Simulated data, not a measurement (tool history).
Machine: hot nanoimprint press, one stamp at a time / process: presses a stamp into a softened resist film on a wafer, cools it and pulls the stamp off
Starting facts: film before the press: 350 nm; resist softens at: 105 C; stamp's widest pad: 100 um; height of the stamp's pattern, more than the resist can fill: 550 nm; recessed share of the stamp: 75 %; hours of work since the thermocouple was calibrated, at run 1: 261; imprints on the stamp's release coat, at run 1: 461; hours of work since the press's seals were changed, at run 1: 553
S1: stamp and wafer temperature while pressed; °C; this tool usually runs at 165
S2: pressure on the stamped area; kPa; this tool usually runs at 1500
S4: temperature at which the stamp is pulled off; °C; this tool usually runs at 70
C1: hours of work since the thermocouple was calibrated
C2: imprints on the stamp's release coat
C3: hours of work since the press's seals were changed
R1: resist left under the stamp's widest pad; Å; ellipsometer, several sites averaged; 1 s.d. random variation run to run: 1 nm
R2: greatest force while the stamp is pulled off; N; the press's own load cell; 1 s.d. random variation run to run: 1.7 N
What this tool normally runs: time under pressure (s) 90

{"run": 1, "hour": 0.0, "S1": 165, "S2": 1500, "time under pressure (s)": 90, "S4": 70, "C1": 261, "C2": 461, "C3": 553, "R1": 1609, "R2": 172}
{"run": 2, "hour": 49.1, "S1": 165, "S2": 1500, "time under pressure (s)": 90, "S4": 70, "C1": 286, "C2": 556, "C3": 578, "R1": 1632, "R2": 172}
{"run": 3, "hour": 80.2, "S1": 165, "S2": 1500, "time under pressure (s)": 90, "S4": 70, "C1": 302, "C2": 616, "C3": 594, "R1": 1616, "R2": 177}
{"hour": 122.6, "done": "stamp cleaned and given a new release coat"}
{"run": 4, "hour": 134.3, "S1": 165, "S2": 1500, "time under pressure (s)": 90, "S4": 70, "C1": 326, "C2": 23, "C3": 618, "R1": 1642, "R2": 158}
{"run": 5, "hour": 159.9, "S1": 165, "S2": 1500, "time under pressure (s)": 90, "S4": 70, "C1": 339, "C2": 73, "C3": 631, "R1": 1631, "R2": 160}
{"run": 6, "hour": 191.9, "S1": 165, "S2": 1500, "time under pressure (s)": 90, "S4": 70, "C1": 356, "C2": 135, "C3": 647, "R1": 1650, "R2": 161}
{"run": 7, "hour": 234.7, "S1": 165, "S2": 1500, "time under pressure (s)": 90, "S4": 70, "C1": 377, "C2": 217, "C3": 669, "R1": 1659, "R2": 166}
{"run": 8, "hour": 277.1, "S1": 165, "S2": 1500, "time under pressure (s)": 90, "S4": 70, "C1": 399, "C2": 299, "C3": 691, "R1": 1667, "R2": 169}
{"run": 9, "hour": 311.5, "S1": 165, "S2": 1500, "time under pressure (s)": 90, "S4": 70, "C1": 416, "C2": 366, "C3": 708, "R1": 1667, "R2": 169}
{"run": 10, "hour": 352.2, "S1": 165, "S2": 1500, "time under pressure (s)": 90, "S4": 70, "C1": 437, "C2": 445, "C3": 729, "R1": 1673, "R2": 175}
{"run": 11, "hour": 377.9, "S1": 165, "S2": 1500, "time under pressure (s)": 90, "S4": 70, "C1": 450, "C2": 494, "C3": 742, "R1": 1667, "R2": 171}
{"hour": 395.3, "done": "press's hydraulic seals changed and the load cell set to zero"}
{"run": 12, "hour": 417.2, "S1": 165, "S2": 1500, "time under pressure (s)": 61, "S4": 70, "C1": 466, "C2": 555, "C3": 11, "R1": 1877, "R2": 175}
{"run": 13, "hour": 456.3, "S1": 165, "S2": 1500, "time under pressure (s)": 61, "S4": 70, "C1": 486, "C2": 631, "C3": 31, "R1": 1893, "R2": 181}
{"hour": 490.9, "done": "stamp cleaned and given a new release coat"}
{"run": 14, "hour": 491.7, "S1": 165, "S2": 1500, "time under pressure (s)": 90, "S4": 70, "C1": 501, "C2": 2, "C3": 46, "R1": 1660, "R2": 157}
{"hour": 521.8, "done": "plate thermocouple calibrated"}
{"run": 15, "hour": 521.8, "S1": 165, "S2": 2190, "time under pressure (s)": 90, "S4": 70, "C1": 0, "C2": 54, "C3": 60, "R1": 1274, "R2": 157}
{"run": 16, "hour": 552.3, "S1": 165, "S2": 1380, "time under pressure (s)": 90, "S4": 66, "C1": 16, "C2": 113, "C3": 75, "R1": 1578, "R2": 164}
{"run": 17, "hour": 578.0, "S1": 165, "S2": 1500, "time under pressure (s)": 170, "S4": 66, "C1": 29, "C2": 163, "C3": 88, "R1": 1199, "R2": 164}
{"run": 18, "hour": 611.1, "S1": 165, "S2": 1500, "time under pressure (s)": 170, "S4": 66, "C1": 45, "C2": 227, "C3": 105, "R1": 1174, "R2": 166}
{"run": 19, "hour": 656.2, "S1": 173, "S2": 1500, "time under pressure (s)": 90, "S4": 70, "C1": 68, "C2": 314, "C3": 128, "R1": 1159, "R2": 163}
{"run": 20, "hour": 701.8, "S1": 154, "S2": 1500, "time under pressure (s)": 90, "S4": 62, "C1": 92, "C2": 402, "C3": 151, "R1": 2280, "R2": 184}
{"run": 21, "hour": 741.6, "S1": 154, "S2": 1500, "time under pressure (s)": 90, "S4": 62, "C1": 112, "C2": 480, "C3": 171, "R1": 2282, "R2": 186}
{"run": 22, "hour": 765.3, "S1": 174, "S2": 940, "time under pressure (s)": 90, "S4": 72, "C1": 124, "C2": 525, "C3": 183, "R1": 1423, "R2": 169}
{"run": 23, "hour": 809.4, "S1": 155, "S2": 1500, "time under pressure (s)": 62, "S4": 65, "C1": 146, "C2": 611, "C3": 206, "R1": 2472, "R2": 185}
{"hour": 855.4, "done": "stamp cleaned and given a new release coat"}
{"run": 24, "hour": 862.6, "S1": 176, "S2": 1500, "time under pressure (s)": 62, "S4": 65, "C1": 170, "C2": 14, "C3": 230, "R1": 1242, "R2": 164}
{"run": 25, "hour": 895.0, "S1": 170, "S2": 2370, "time under pressure (s)": 90, "S4": 70, "C1": 187, "C2": 77, "C3": 246, "R1": 1055, "R2": 158}
{"run": 26, "hour": 939.7, "S1": 171, "S2": 1120, "time under pressure (s)": 57, "S4": 63, "C1": 209, "C2": 163, "C3": 269, "R1": 1728, "R2": 171}
{"run": 27, "hour": 966.5, "S1": 171, "S2": 1120, "time under pressure (s)": 57, "S4": 63, "C1": 223, "C2": 215, "C3": 283, "R1": 1723, "R2": 174}
{"run": 28, "hour": 1008.2, "S1": 160, "S2": 1160, "time under pressure (s)": 166, "S4": 63, "C1": 244, "C2": 296, "C3": 304, "R1": 1719, "R2": 179}
{"run": 29, "hour": 1036.9, "S1": 172, "S2": 2220, "time under pressure (s)": 98, "S4": 70, "C1": 259, "C2": 352, "C3": 319, "R1": 984, "R2": 169}

Selected run-to-run steps in R1, each split into two signed amounts: the part the tool would show with no hidden state at all (from settings, incoming material and random variation), and the remainder, which goes to the hidden state together with any gauge scatter not common to the measured and the hidden-state-free results:
Unlogged tool condition in this case: true temperature over the reading, C; pressure that arrives at the usual setting, %; grip of the stamp's worn release coat, % over a new coat's; drift of the gauge itself on residual_nm, %; drift of the gauge itself on pull_off_n, %.
Run 14 -> 15: S2 1500 -> 2190, plate thermocouple calibrated. R1 -386 Å: hidden state -133, all else -253.
Run 19 -> 20: S1 173 -> 154, S4 70 -> 62. R1 +1121 Å: hidden state +20, all else +1101.
Run 23 -> 24: S1 155 -> 176, stamp cleaned and given a new release coat. R1 -1230 Å: hidden state -16, all else -1214.
Run 28 -> 29: S1 160 -> 172, S2 1160 -> 2220, time under pressure (s) 166 -> 98, S4 63 -> 70. R1 -735 Å: hidden state -26, all else -709.
